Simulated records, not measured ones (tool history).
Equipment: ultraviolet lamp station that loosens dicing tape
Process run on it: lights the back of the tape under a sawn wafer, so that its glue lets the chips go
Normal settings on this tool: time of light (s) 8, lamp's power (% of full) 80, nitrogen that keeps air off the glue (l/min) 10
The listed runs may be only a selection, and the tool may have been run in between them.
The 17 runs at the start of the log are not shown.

run    hour  time of light (s)  lamp's power (% of full)  nitrogen that keeps air off the glue (l/min)  force that peels the tape off (N)  light that reached the tape (mJ/cm2)
 18   788.3                  8                        80                                            10                              0.727                                   350
 19     838                  8                        80                                            10                               0.68                                   350
 20   884.5                  8                        67                                            10                              0.984                                   293
 21   949.4                  4                        80                                            10                               1.99                                   175
 22   997.3                  4                        80                                            10                              2.131                                   173
 23  1047.1                  4                        80                                            10                              2.109                                   178
       1075  -- window cleaned of glue's vapour
 24  1110.6                  4                        80                                            10                              2.065                                   176
 25  1171.6                  4                        80                                            10                                2.1                                   174
 26  1210.8                 12                        83                                            10                              0.297                                   549
 27  1243.7                 10                        77                                             3                              1.225                                   420
 28  1292.5                  7                        74                                            10                              1.025                                   286
 29  1328.8                  5                        66                                            14                              1.732                                   180
 30  1395.3                  8                        82                                             9                                0.7                                   355
 31  1464.4                  7                        74                                            10                              1.048                                   280
 32  1505.3                  7                        74                                            10                              1.063                                   285
 33  1537.1                  7                        74                                             5                              1.587                                   280
 34    1607                  7                        84                                            12                               0.75                                   319
 35  1646.6                  7                        84                                            12                              0.743                                   322
 36  1711.4                  7                        84                                            12                              0.762                                   321
 37    1742                  7                        84                                            12                              0.719                                   321
 38  1782.9                 10                        68                                            12                              0.524                                   374
 39  1824.9                 10                        68                                            12                              0.537                                   371
 40  1874.2                  8                        72                                            10                              0.871                                   321
 41    1922                 10                        61                                             4                              1.466                                   332
     1965.8  -- lamp changed
 42  1977.6                 13                        70                                             4                              0.712                                   501

Predict each of these 4 candidate next runs independently; none follows another, all start after run 42:
     2014.8  -- window cleaned of glue's vapour
  A  2041.2                 13                        70                                            14                                  ?                                     ?
     2014.8  -- window cleaned of glue's vapour
  B  2041.2                 13                        77                                            10                                  ?                                     ?
     2014.8  -- window cleaned of glue's vapour
  C  2041.2                  6                        70                                            10                                  ?                                     ?
     2014.8  -- window cleaned of glue's vapour
  D  2041.2                  9                        70                                             4                                  ?                                     ?

run  force that peels the tape off (N)  light that reached the tape (mJ/cm2)
  A                              0.291                                   500
  B                              0.294                                   552
  C                              1.427                                   230
  D                              1.399                                   347
What these runs would have given with no unlogged condition in the tool:
run  force that peels the tape off (N)  light that reached the tape (mJ/cm2)
  A                              0.291                                   500
  B                              0.294                                   552
  C                              1.427                                   230
  D                              1.399                                   347
